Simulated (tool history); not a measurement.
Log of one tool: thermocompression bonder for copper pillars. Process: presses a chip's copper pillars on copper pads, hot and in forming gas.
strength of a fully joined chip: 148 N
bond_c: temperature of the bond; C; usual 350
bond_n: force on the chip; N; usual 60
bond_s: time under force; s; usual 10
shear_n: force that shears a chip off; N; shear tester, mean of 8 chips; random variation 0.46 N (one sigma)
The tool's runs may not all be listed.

run	hour	bond_c	bond_n	bond_s	shear_n
1	0	350	60	10	53.6
2	43.3	350	60	10	53.5
# hour 100.1: forming gas filter changed
3	110.9	350	60	10	57.9
4	203.4	350	60	11	57.7
5	297.7	350	60	9	53.1
6	371.1	350	60	9	51.6
7	430.2	350	42	10	36.7
# hour 474.7: forming gas filter changed
8	492.9	350	42	10	40.1
9	593.6	350	60	10	55.8
10	675.6	350	49	10	45.3
11	725.5	350	49	10	44
12	822.3	331	60	5	30.9
# hour 850.7: forming gas filter changed
13	888.9	370	79	10	91
14	934.4	371	60	16	85
15	985.4	353	39	6	30.2
16	1044.3	353	39	6	29.9
17	1110.4	352	46	20	57
18	1201.5	352	46	20	55.5
# hour 1226.1: forming gas filter changed
19	1267	379	81	19	116
20	1343.2	362	60	24	87.7
21	1420.1	336	60	19	60.8

3 ways to go on from here, each from the tool as it stands after run 21. What would each give?
A	1469.7	350	53	10	?
B	1469.7	350	81	12	?
C	1469.7	350	48	10	?

run	shear_n
A	49.4
B	77.8
C	43.9
Without the tool's hidden state the same runs would have given:
run	shear_n
A	49.2
B	78.6
C	43.7

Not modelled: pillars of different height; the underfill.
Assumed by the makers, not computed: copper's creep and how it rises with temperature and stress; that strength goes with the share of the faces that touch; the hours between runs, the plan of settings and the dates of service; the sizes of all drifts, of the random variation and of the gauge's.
